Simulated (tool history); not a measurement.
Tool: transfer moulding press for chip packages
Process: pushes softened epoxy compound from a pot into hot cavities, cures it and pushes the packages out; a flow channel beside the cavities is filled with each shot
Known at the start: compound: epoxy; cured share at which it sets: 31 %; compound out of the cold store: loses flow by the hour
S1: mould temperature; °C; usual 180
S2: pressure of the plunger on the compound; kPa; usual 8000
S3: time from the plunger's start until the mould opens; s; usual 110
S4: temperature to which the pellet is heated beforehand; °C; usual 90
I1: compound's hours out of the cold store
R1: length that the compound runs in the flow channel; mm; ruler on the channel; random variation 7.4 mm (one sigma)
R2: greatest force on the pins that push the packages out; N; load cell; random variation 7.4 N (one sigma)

run	hour	S1	S2	S3	S4	I1	R1	R2
1	0.0	180	8000	110	90	47.0	767	367
2	11.1	180	9540	110	90	25.1	917	398
3	26.3	180	9540	110	98	23.9	906	423
4	36.5	180	9540	110	98	22.8	910	448
5	52.6	180	9540	110	98	26.6	897	461
# hour 65.8: cavities cleaned with cleaning compound and waxed
6	70.7	180	8000	147	90	12.0	862	273
7	80.6	180	8000	147	90	43.2	774	289
8	96.9	180	7580	110	90	41.8	752	411
9	113.1	180	6920	110	90	12.7	814	448
# hour 120.8: plunger's sealing rings changed
10	132.6	180	6920	110	90	12.8	875	468
11	148.2	180	6920	110	90	32.2	822	488
# hour 158.0: cavities cleaned with cleaning compound and waxed
12	162.4	180	6920	110	90	10.3	879	345
13	176.8	180	6920	110	90	42.0	781	357
14	187.8	180	6920	110	90	21.8	833	403
15	205.0	180	6920	110	90	26.3	819	421
16	219.6	180	6920	119	92	46.6	758	417
17	228.0	187	8440	110	90	33.7	853	375
18	241.7	187	8440	110	90	23.3	884	387
# hour 247.7: cavities cleaned with cleaning compound and waxed
19	254.7	187	8530	110	90	32.6	850	284
20	267.3	174	8000	110	95	47.2	836	494
21	276.6	174	8000	110	95	23.9	910	529
22	285.6	180	8000	140	90	31.0	859	334
23	301.2	180	7410	110	90	18.0	872	459
24	310.0	180	7410	110	90	17.2	861	464
25	321.2	185	8000	110	99	19.7	870	401
# hour 337.9: cavities cleaned with cleaning compound and waxed
26	340.0	184	6330	92	90	47.9	707	352
27	352.7	184	6330	92	90	39.6	719	401
28	366.6	180	8000	94	100	9.0	925	521
29	376.7	180	8000	94	100	36.0	822	538
# hour 379.8: mould's thermocouples calibrated
30	391.5	180	8000	94	100	22.5	868	586

3 ways to go on from here, each from the tool as it stands after run 30. What would each give?
A	402.8	180	8000	90	90	15.9	?	?
B	402.8	180	8430	94	100	29.6	?	?
C	402.8	180	8000	102	100	46.7	?	?

run	R1	R2
A	900	712
B	883	603
C	787	489
Without the tool's hidden state the same runs would have given:
run	R1	R2
A	944	502
B	926	426
C	826	343
